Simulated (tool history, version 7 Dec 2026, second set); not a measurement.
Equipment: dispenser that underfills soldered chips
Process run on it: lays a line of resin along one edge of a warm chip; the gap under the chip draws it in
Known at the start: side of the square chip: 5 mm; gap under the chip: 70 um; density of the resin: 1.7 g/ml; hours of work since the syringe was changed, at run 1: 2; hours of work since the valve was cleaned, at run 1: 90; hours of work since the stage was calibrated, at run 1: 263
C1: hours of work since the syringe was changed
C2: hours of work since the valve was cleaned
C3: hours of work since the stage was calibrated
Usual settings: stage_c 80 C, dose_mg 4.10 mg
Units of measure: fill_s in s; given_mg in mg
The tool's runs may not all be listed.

run 1 hour=0.0 | stage_c=80 dose_mg=4.10 | C1=2 C2=90 C3=263 | fill_s=29.9 given_mg=3.90
-- hour=4.3 new syringe of resin
run 2 hour=7.8 | stage_c=80 dose_mg=4.10 | C1=3 C2=96 C3=269 | fill_s=30.5 given_mg=3.82
-- hour=12.1 new syringe of resin
-- hour=19.5 new syringe of resin
run 3 hour=19.9 | stage_c=80 dose_mg=3.58 | C1=0 C2=105 C3=278 | fill_s=26.5 given_mg=3.36
-- hour=26.9 new syringe of resin
run 4 hour=31.7 | stage_c=94 dose_mg=3.58 | C1=4 C2=114 C3=287 | fill_s=18.9 given_mg=3.26
-- hour=34.7 new syringe of resin
run 5 hour=39.6 | stage_c=82 dose_mg=4.10 | C1=4 C2=119 C3=293 | fill_s=29.9 given_mg=3.73
-- hour=42.0 new syringe of resin
-- hour=49.2 new syringe of resin
run 6 hour=51.5 | stage_c=82 dose_mg=4.10 | C1=2 C2=128 C3=301 | fill_s=26.2 given_mg=3.73
-- hour=57.2 new syringe of resin
-- hour=64.6 new syringe of resin
run 7 hour=64.6 | stage_c=82 dose_mg=4.10 | C1=0 C2=138 C3=311 | fill_s=23.2 given_mg=3.72
-- hour=72.4 new syringe of resin
run 8 hour=75.3 | stage_c=82 dose_mg=4.10 | C1=2 C2=146 C3=319 | fill_s=25.8 given_mg=3.69
-- hour=79.0 dispensing valve cleaned and set on the balance
-- hour=81.2 new syringe of resin
run 9 hour=87.1 | stage_c=82 dose_mg=4.10 | C1=5 C2=6 C3=328 | fill_s=30.9 given_mg=4.08
-- hour=88.7 new syringe of resin
-- hour=96.0 new syringe of resin
run 10 hour=96.0 | stage_c=82 dose_mg=4.10 | C1=0 C2=13 C3=334 | fill_s=22.6 given_mg=4.06
run 11 hour=102.5 | stage_c=71 dose_mg=4.10 | C1=5 C2=18 C3=339 | fill_s=52.2 given_mg=4.07
-- hour=103.4 new syringe of resin
run 12 hour=109.3 | stage_c=71 dose_mg=4.10 | C1=5 C2=23 C3=344 | fill_s=50.6 given_mg=4.04
-- hour=110.7 new syringe of resin
-- hour=118.3 new syringe of resin
run 13 hour=120.1 | stage_c=80 dose_mg=4.10 | C1=1 C2=31 C3=352 | fill_s=26.5 given_mg=4.05
-- hour=125.9 new syringe of resin
run 14 hour=127.9 | stage_c=80 dose_mg=4.10 | C1=2 C2=37 C3=358 | fill_s=27.0 given_mg=4.01
-- hour=133.1 new syringe of resin
run 15 hour=138.1 | stage_c=80 dose_mg=4.10 | C1=4 C2=44 C3=366 | fill_s=32.5 given_mg=3.99
-- hour=140.3 new syringe of resin
run 16 hour=144.7 | stage_c=80 dose_mg=4.10 | C1=3 C2=49 C3=371 | fill_s=31.1 given_mg=3.99
-- hour=147.7 new syringe of resin
-- hour=155.0 new syringe of resin
run 17 hour=157.3 | stage_c=80 dose_mg=4.10 | C1=2 C2=59 C3=380 | fill_s=27.4 given_mg=3.91
-- hour=162.2 new syringe of resin
-- hour=169.7 new syringe of resin
run 18 hour=170.1 | stage_c=67 dose_mg=4.57 | C1=0 C2=68 C3=390 | fill_s=42.3 given_mg=4.36
run 19 hour=175.5 | stage_c=67 dose_mg=4.57 | C1=5 C2=72 C3=394 | fill_s=57.7 given_mg=4.38
-- hour=176.9 new syringe of resin
-- hour=184.0 new syringe of resin
run 20 hour=188.6 | stage_c=81 dose_mg=4.10 | C1=4 C2=82 C3=404 | fill_s=28.7 given_mg=3.90
-- hour=191.2 new syringe of resin
run 21 hour=195.3 | stage_c=72 dose_mg=4.59 | C1=3 C2=87 C3=409 | fill_s=43.0 given_mg=4.33
-- hour=198.7 new syringe of resin
-- hour=206.2 new syringe of resin
run 22 hour=206.2 | stage_c=72 dose_mg=4.59 | C1=0 C2=95 C3=417 | fill_s=33.4 given_mg=4.29
-- hour=210.0 stage's temperature calibrated
run 23 hour=213.1 | stage_c=72 dose_mg=4.59 | C1=5 C2=100 C3=2 | fill_s=51.5 given_mg=4.28
-- hour=214.6 new syringe of resin
run 24 hour=219.0 | stage_c=72 dose_mg=4.59 | C1=3 C2=104 C3=7 | fill_s=48.8 given_mg=4.28
-- hour=221.9 new syringe of resin
run 25 hour=227.8 | stage_c=93 dose_mg=4.40 | C1=5 C2=111 C3=13 | fill_s=20.4 given_mg=4.02
-- hour=229.1 new syringe of resin
-- hour=236.3 new syringe of resin
run 26 hour=239.2 | stage_c=84 dose_mg=5.17 | C1=2 C2=119 C3=22 | fill_s=26.5 given_mg=4.73
-- hour=243.6 new syringe of resin
run 27 hour=245.6 | stage_c=76 dose_mg=4.10 | C1=2 C2=124 C3=27 | fill_s=36.6 given_mg=3.72
-- hour=251.3 new syringe of resin
-- hour=258.5 new syringe of resin
run 28 hour=258.6 | stage_c=69 dose_mg=4.09 | C1=0 C2=134 C3=36 | fill_s=45.8 given_mg=3.72
run 29 hour=264.0 | stage_c=72 dose_mg=4.58 | C1=4 C2=138 C3=41 | fill_s=51.4 given_mg=4.10
-- hour=265.8 new syringe of resin
-- hour=273.2 new syringe of resin
run 30 hour=274.9 | stage_c=72 dose_mg=4.58 | C1=1 C2=146 C3=49 | fill_s=42.3 given_mg=4.08
-- hour=278.5 dispensing valve cleaned and set on the balance
-- hour=281.8 new syringe of resin
run 31 hour=285.9 | stage_c=77 dose_mg=5.05 | C1=3 C2=6 C3=56 | fill_s=37.1 given_mg=5.03
-- hour=289.4 new syringe of resin
-- hour=296.8 new syringe of resin
run 32 hour=298.0 | stage_c=79 dose_mg=3.87 | C1=1 C2=15 C3=65 | fill_s=30.0 given_mg=3.82
-- hour=304.3 new syringe of resin
run 33 hour=306.2 | stage_c=83 dose_mg=5.03 | C1=1 C2=21 C3=71 | fill_s=25.4 given_mg=4.95

3 options for the next run, each taken on its own from the tool as it stands now. Forecast them:
-- hour=311.9 new syringe of resin
run A hour=315.3 | stage_c=75 dose_mg=4.23 | C1=3 C2=28 C3=78 | fill_s=? given_mg=?
-- hour=311.9 new syringe of resin
run B hour=315.3 | stage_c=89 dose_mg=3.97 | C1=3 C2=28 C3=78 | fill_s=? given_mg=?
-- hour=311.9 new syringe of resin
run C hour=315.3 | stage_c=86 dose_mg=4.51 | C1=3 C2=28 C3=78 | fill_s=? given_mg=?

run=A fill_s=40.1 given_mg=4.16
run=B fill_s=22.4 given_mg=3.89
run=C fill_s=24.2 given_mg=4.42
With the hidden condition removed and each run's random variation left untouched, the same runs would have given:
run=A fill_s=33.8 given_mg=4.23
run=B fill_s=18.8 given_mg=3.96
run=C fill_s=20.4 given_mg=4.50

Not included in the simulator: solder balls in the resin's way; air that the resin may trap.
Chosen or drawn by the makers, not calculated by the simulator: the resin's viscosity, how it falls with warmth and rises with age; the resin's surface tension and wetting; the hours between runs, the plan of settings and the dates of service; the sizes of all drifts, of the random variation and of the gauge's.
